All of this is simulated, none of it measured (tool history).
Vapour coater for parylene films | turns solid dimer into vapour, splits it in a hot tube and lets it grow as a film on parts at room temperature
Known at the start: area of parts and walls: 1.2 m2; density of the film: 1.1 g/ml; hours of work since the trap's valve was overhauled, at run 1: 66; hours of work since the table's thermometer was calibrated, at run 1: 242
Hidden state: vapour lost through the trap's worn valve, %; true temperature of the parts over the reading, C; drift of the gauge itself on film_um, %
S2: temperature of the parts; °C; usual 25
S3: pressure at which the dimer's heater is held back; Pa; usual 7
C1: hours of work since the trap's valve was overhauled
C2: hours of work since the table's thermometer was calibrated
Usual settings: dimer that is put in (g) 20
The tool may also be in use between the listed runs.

{"run": 1, "hour": 0.0, "dimer that is put in (g)": 20, "S2": 25, "S3": 7, "C1": 66, "C2": 242, "thickness of the film (µm)": 7.91}
{"run": 2, "hour": 34.3, "dimer that is put in (g)": 20, "S2": 25, "S3": 7, "C1": 85, "C2": 261, "thickness of the film (µm)": 7.79}
{"run": 3, "hour": 60.9, "dimer that is put in (g)": 20, "S2": 25, "S3": 7, "C1": 100, "C2": 276, "thickness of the film (µm)": 7.67}
{"run": 4, "hour": 91.8, "dimer that is put in (g)": 20, "S2": 25, "S3": 7, "C1": 118, "C2": 293, "thickness of the film (µm)": 7.71}
{"run": 5, "hour": 110.9, "dimer that is put in (g)": 20, "S2": 25, "S3": 4.93, "C1": 128, "C2": 304, "thickness of the film (µm)": 8.26}
{"run": 6, "hour": 138.2, "dimer that is put in (g)": 20, "S2": 25, "S3": 4.93, "C1": 144, "C2": 319, "thickness of the film (µm)": 8.06}
{"run": 7, "hour": 171.4, "dimer that is put in (g)": 20, "S2": 35, "S3": 4.93, "C1": 162, "C2": 338, "thickness of the film (µm)": 5.4}
{"run": 8, "hour": 191.8, "dimer that is put in (g)": 20, "S2": 35, "S3": 4.93, "C1": 174, "C2": 349, "thickness of the film (µm)": 5.42}
{"run": 9, "hour": 213.9, "dimer that is put in (g)": 20, "S2": 35, "S3": 4.93, "C1": 186, "C2": 362, "thickness of the film (µm)": 5.27}
{"run": 10, "hour": 247.1, "dimer that is put in (g)": 20, "S2": 25, "S3": 7, "C1": 205, "C2": 380, "thickness of the film (µm)": 7.25}
{"run": 11, "hour": 268.6, "dimer that is put in (g)": 20, "S2": 25, "S3": 7, "C1": 217, "C2": 392, "thickness of the film (µm)": 7.22}
{"run": 12, "hour": 300.3, "dimer that is put in (g)": 20, "S2": 25, "S3": 7, "C1": 235, "C2": 410, "thickness of the film (µm)": 7.19}
{"run": 13, "hour": 333.4, "dimer that is put in (g)": 20, "S2": 25, "S3": 7, "C1": 253, "C2": 429, "thickness of the film (µm)": 7.21}
{"run": 14, "hour": 350.4, "dimer that is put in (g)": 20, "S2": 28, "S3": 7, "C1": 263, "C2": 438, "thickness of the film (µm)": 6.3}
{"run": 15, "hour": 367.3, "dimer that is put in (g)": 20, "S2": 28, "S3": 7, "C1": 272, "C2": 448, "thickness of the film (µm)": 6.24}
{"run": 16, "hour": 391.4, "dimer that is put in (g)": 28, "S2": 28, "S3": 7, "C1": 286, "C2": 461, "thickness of the film (µm)": 8.6}
{"run": 17, "hour": 415.5, "dimer that is put in (g)": 28, "S2": 28, "S3": 7, "C1": 300, "C2": 475, "thickness of the film (µm)": 8.63}
{"run": 18, "hour": 451.8, "dimer that is put in (g)": 30, "S2": 32, "S3": 7.1, "C1": 320, "C2": 495, "thickness of the film (µm)": 7.77}
{"hour": 464.5, "done": "trap's valve overhauled"}
{"run": 19, "hour": 477.0, "dimer that is put in (g)": 30, "S2": 32, "S3": 7.1, "C1": 7, "C2": 507, "thickness of the film (µm)": 9.09}
{"run": 20, "hour": 505.3, "dimer that is put in (g)": 14, "S2": 32, "S3": 7.1, "C1": 23, "C2": 523, "thickness of the film (µm)": 4.22}
{"run": 21, "hour": 524.7, "dimer that is put in (g)": 24, "S2": 27, "S3": 7, "C1": 34, "C2": 534, "thickness of the film (µm)": 8.91}
{"run": 22, "hour": 553.9, "dimer that is put in (g)": 24, "S2": 27, "S3": 7, "C1": 50, "C2": 551, "thickness of the film (µm)": 8.56}
{"run": 23, "hour": 580.3, "dimer that is put in (g)": 35, "S2": 27, "S3": 7, "C1": 65, "C2": 565, "thickness of the film (µm)": 12.6}
{"run": 24, "hour": 601.5, "dimer that is put in (g)": 9, "S2": 27, "S3": 11.78, "C1": 77, "C2": 577, "thickness of the film (µm)": 2.89}
{"run": 25, "hour": 635.9, "dimer that is put in (g)": 9, "S2": 31, "S3": 9.14, "C1": 96, "C2": 597, "thickness of the film (µm)": 2.6}
{"run": 26, "hour": 654.9, "dimer that is put in (g)": 33, "S2": 26, "S3": 9.14, "C1": 107, "C2": 607, "thickness of the film (µm)": 11.38}

Hidden state at the last listed run before each entry between runs and at the first one after, where it differs:
Between runs 18 and 19: trap's valve overhauled (hour 464.5)
  vapour lost through the trap's worn valve, %: 14.9 -> 0.8
  measured less the result without the state, thickness of the film (µm): -1.33 -> -0.05
